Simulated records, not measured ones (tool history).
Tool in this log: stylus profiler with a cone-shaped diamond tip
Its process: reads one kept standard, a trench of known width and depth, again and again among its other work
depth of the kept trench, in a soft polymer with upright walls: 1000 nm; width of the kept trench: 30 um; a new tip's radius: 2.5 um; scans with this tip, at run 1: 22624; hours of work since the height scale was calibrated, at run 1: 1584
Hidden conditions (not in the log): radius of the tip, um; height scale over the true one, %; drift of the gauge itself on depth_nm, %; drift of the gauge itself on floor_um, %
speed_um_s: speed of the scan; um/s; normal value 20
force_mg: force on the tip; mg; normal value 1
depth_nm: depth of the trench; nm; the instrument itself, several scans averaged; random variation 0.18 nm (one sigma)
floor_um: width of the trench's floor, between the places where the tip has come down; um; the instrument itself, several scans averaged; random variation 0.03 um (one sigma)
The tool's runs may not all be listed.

run,day,speed_um_s,force_mg,scans with this tip,hours of work since the height scale was calibrated,depth_nm,floor_um
1,0,20,1,22624,1584,999.78,23.25
2,3.558,20,1,23290,1630,999.45,23.18
3,5.212,20,1,23600,1652,999.56,23.17
4,7.283,12,1,23986,1679,999.55,23.21
5,9.212,12,1,24348,1704,999.32,23.15
6,12.421,14,1,24948,1746,999.74,23.13
7,14.633,14,1,25362,1775,999.17,23.05
8,17.5,20,0.65,25898,1813,998.12,22.86
9,21.242,20,0.65,26598,1862,997.93,22.83
# day 24.817: height scale calibrated on a step standard
10,24.817,20,0.69,27263,0,995.33,22.8
11,27.129,39,0.69,27696,30,995.25,22.59
12,30.129,39,0.69,28257,70,995.41,22.54
13,33.225,20,1,28837,110,996.2,22.77
14,35.771,6,1,29313,143,996.19,22.81
15,39.117,9,1,29939,187,995.79,22.68
16,41.425,20,0.72,30371,218,995.21,22.57
# day 42.229: height scale calibrated on a step standard, once more
17,44.283,20,1.68,30901,27,1005.2,22.65
18,47.867,20,0.38,31572,74,1001.76,22.36
19,49.829,20,0.38,31939,100,1001.66,22.33
20,51.975,20,0.38,32340,128,1001.58,22.38
21,54.821,20,1,32873,165,1003.08,22.42
22,56.817,20,1,33246,191,1003.25,22.33
23,59.075,20,1,33669,221,1002.77,22.36
24,61.954,20,1,34207,258,1003.02,22.27
25,65.246,32,2.65,34823,301,1006.09,22.23
26,67.929,9,1.35,35326,337,1004.06,22.33
27,70.05,26,2.07,35722,364,1005.12,22.25
28,74.075,17,2.81,36476,417,1006.5,22.2
29,76.988,49,0.52,37020,455,1001.04,21.67
30,79.238,49,0.52,37441,485,1001.02,21.65
# day 79.783: new tip fitted, height scale calibrated
31,81.879,49,0.52,392,27,1002.62,25.26
32,84.362,35,1.18,856,60,1004.28,25.57

Run 33 comes next. What will it give?
33,86.092,21,1.19,1180,83,?,?

Run 33 came out at depth_nm 1004.04 nm, floor_um 25.63 um.
Minus the tool's unlogged condition, the same run would have read depth_nm 1004.23 nm, floor_um 25.87 um.
